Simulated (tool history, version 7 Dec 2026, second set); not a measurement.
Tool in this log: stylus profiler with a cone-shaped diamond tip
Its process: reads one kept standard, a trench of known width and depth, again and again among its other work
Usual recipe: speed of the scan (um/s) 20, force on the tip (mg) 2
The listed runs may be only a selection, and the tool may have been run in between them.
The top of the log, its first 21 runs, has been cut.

| run | day | speed of the scan (um/s) | force on the tip (mg) | depth of the trench (angstrom) | width of the trench's floor (um) |
|---|---|---|---|---|---|
| 22 | 80.379 | 32 | 1.86 | 1008.5 | 47.87 |
| 23 | 83.012 | 28 | 3.32 | 1014.2 | 47.89 |
| 24 | 85.483 | 19 | 5.36 | 1018.5 | 47.93 |
| 25 | 88.5 | 19 | 5.36 | 1018.6 | 47.88 |
| 26 | 92.496 | 19 | 5.36 | 1019.1 | 47.91 |
| 27 | 95.038 | 11 | 2.71 | 1011.8 | 47.91 |
| 28 | 97.196 | 11 | 2.71 | 1011.4 | 47.94 |
| 29 | 100.038 | 7 | 5.64 | 1017.8 | 47.97 |
|  | 105.012 | new tip fitted, height scale calibrated |
| 30 | 105.212 | 50 | 0.97 | 1006 | 48.17 |
| 31 | 109.833 | 77 | 2.14 | 1010.8 | 48.13 |
| 32 | 113.142 | 43 | 2.17 | 1010.4 | 48.3 |
| 33 | 115.875 | 24 | 2.71 | 1012.1 | 48.37 |
| 34 | 120.729 | 66 | 2.21 | 1009.9 | 48.14 |
| 35 | 122.954 | 16 | 1.02 | 1004.7 | 48.34 |

Consider 5 possible next runs. They are alternatives, not a sequence: every one starts from the tool as it was left by run 35. What does each give?
| A | 126.071 | 6 | 2.7 | ? | ? |
| B | 126.071 | 20 | 2.61 | ? | ? |
| C | 126.071 | 32 | 1.02 | ? | ? |
| D | 126.071 | 9 | 1.51 | ? | ? |
| E | 126.071 | 8 | 0.94 | ? | ? |

| run | depth of the trench (angstrom) | width of the trench's floor (um) |
|---|---|---|
| A | 1010.5 | 48.38 |
| B | 1010.9 | 48.36 |
| C | 1004.9 | 48.19 |
| D | 1008.1 | 48.36 |
| E | 1005.8 | 48.36 |
What these runs would have given with no unlogged condition in the tool:
| run | depth of the trench (angstrom) | width of the trench's floor (um) |
|---|---|---|
| A | 1011.1 | 48.55 |
| B | 1011.6 | 48.52 |
| C | 1005.6 | 48.36 |
| D | 1008.8 | 48.53 |
| E | 1006.5 | 48.52 |
